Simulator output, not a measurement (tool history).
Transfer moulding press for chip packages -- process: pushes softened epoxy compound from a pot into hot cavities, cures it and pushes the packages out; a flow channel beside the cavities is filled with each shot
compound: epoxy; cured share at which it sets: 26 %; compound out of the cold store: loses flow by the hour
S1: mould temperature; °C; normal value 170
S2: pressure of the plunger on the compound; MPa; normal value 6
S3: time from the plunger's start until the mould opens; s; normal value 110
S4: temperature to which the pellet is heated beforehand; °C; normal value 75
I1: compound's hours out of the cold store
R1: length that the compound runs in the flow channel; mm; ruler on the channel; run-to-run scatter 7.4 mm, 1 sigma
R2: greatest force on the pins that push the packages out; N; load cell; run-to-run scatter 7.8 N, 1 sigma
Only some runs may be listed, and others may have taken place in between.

run 1 hour=0 | S1=170 S2=6 S3=110 S4=75 | I1=41.1 | R1=666 R2=442
run 2 hour=23.3 | S1=170 S2=5.32 S3=110 S4=75 | I1=11.7 | R1=783 R2=511
run 3 hour=37.2 | S1=170 S2=5.32 S3=110 S4=75 | I1=38.3 | R1=660 R2=494
-- hour=48.5 cavities cleaned with cleaning compound and waxed
run 4 hour=66.5 | S1=170 S2=6 S3=110 S4=73 | I1=42.8 | R1=666 R2=401
run 5 hour=87.6 | S1=168 S2=6 S3=110 S4=75 | I1=12 | R1=823 R2=513
run 6 hour=110.5 | S1=168 S2=6 S3=110 S4=75 | I1=15.7 | R1=817 R2=566
-- hour=128.2 cavities cleaned with cleaning compound and waxed
run 7 hour=128.6 | S1=168 S2=6.07 S3=110 S4=75 | I1=32.2 | R1=720 R2=348
run 8 hour=150.7 | S1=170 S2=6 S3=110 S4=75 | I1=44.9 | R1=661 R2=414
run 9 hour=174.2 | S1=170 S2=6 S3=110 S4=75 | I1=42.8 | R1=657 R2=488
run 10 hour=188.1 | S1=170 S2=6 S3=110 S4=80 | I1=47.8 | R1=636 R2=478
-- hour=207.9 cavities cleaned with cleaning compound and waxed
run 11 hour=214.3 | S1=170 S2=4.76 S3=110 S4=75 | I1=38.6 | R1=605 R2=337
run 12 hour=234 | S1=170 S2=5.83 S3=110 S4=75 | I1=37.1 | R1=673 R2=419
run 13 hour=262.1 | S1=170 S2=5.83 S3=110 S4=70 | I1=9.9 | R1=804 R2=527
run 14 hour=279.1 | S1=170 S2=5.83 S3=110 S4=70 | I1=14.5 | R1=797 R2=504
-- hour=286.9 cavities cleaned with cleaning compound and waxed
run 15 hour=310.2 | S1=172 S2=5.06 S3=126 S4=74 | I1=32.9 | R1=634 R2=369
run 16 hour=328.1 | S1=172 S2=5.06 S3=126 S4=74 | I1=29.1 | R1=655 R2=421
-- hour=347.8 plunger's sealing rings changed
run 17 hour=350.4 | S1=168 S2=6 S3=145 S4=75 | I1=23.8 | R1=780 R2=454
-- hour=364.6 mould's thermocouples calibrated
-- hour=372.9 cavities cleaned with cleaning compound and waxed
run 18 hour=381.2 | S1=174 S2=5.82 S3=98 S4=81 | I1=28.7 | R1=742 R2=370
run 19 hour=408.2 | S1=174 S2=5.82 S3=98 S4=81 | I1=18.4 | R1=797 R2=448
run 20 hour=432.1 | S1=164 S2=4.57 S3=111 S4=75 | I1=47.4 | R1=580 R2=700
run 21 hour=445.4 | S1=164 S2=4.73 S3=131 S4=68 | I1=13.2 | R1=753 R2=573
-- hour=453.5 cavities cleaned with cleaning compound and waxed
run 22 hour=476.3 | S1=177 S2=6.13 S3=145 S4=80 | I1=25 | R1=758 R2=361
run 23 hour=491.9 | S1=164 S2=6.9 S3=110 S4=75 | I1=11.9 | R1=923 R2=751
run 24 hour=512.1 | S1=170 S2=6.81 S3=110 S4=76 | I1=9.7 | R1=904 R2=538
-- hour=533.4 cavities cleaned with cleaning compound and waxed
run 25 hour=540.7 | S1=173 S2=6 S3=110 S4=76 | I1=32.7 | R1=704 R2=342
run 26 hour=555.4 | S1=170 S2=6 S3=99 S4=66 | I1=21.8 | R1=780 R2=526
run 27 hour=574.7 | S1=170 S2=6 S3=99 S4=66 | I1=28.9 | R1=740 R2=570
run 28 hour=597.8 | S1=163 S2=6 S3=99 S4=69 | I1=33.1 | R1=728 R2=1040

Below are 4 alternative next runs, each starting from the tool's condition after run 28. Predict each:
-- hour=613.1 cavities cleaned with cleaning compound and waxed
run A hour=620.8 | S1=171 S2=6 S3=100 S4=75 | I1=10 | R1=? R2=?
-- hour=613.1 cavities cleaned with cleaning compound and waxed
run B hour=620.8 | S1=162 S2=6 S3=90 S4=76 | I1=34.5 | R1=? R2=?
-- hour=613.1 cavities cleaned with cleaning compound and waxed
run C hour=620.8 | S1=176 S2=6 S3=139 S4=78 | I1=26.2 | R1=? R2=?
-- hour=613.1 cavities cleaned with cleaning compound and waxed
run D hour=620.8 | S1=170 S2=4.92 S3=126 S4=75 | I1=29.3 | R1=? R2=?

run=A R1=849 R2=447
run=B R1=734 R2=944
run=C R1=734 R2=313
run=D R1=661 R2=347
Had the tool no hidden state, the same runs would have come out as:
run=A R1=877 R2=397
run=B R1=758 R2=838
run=C R1=758 R2=271
run=D R1=683 R2=303

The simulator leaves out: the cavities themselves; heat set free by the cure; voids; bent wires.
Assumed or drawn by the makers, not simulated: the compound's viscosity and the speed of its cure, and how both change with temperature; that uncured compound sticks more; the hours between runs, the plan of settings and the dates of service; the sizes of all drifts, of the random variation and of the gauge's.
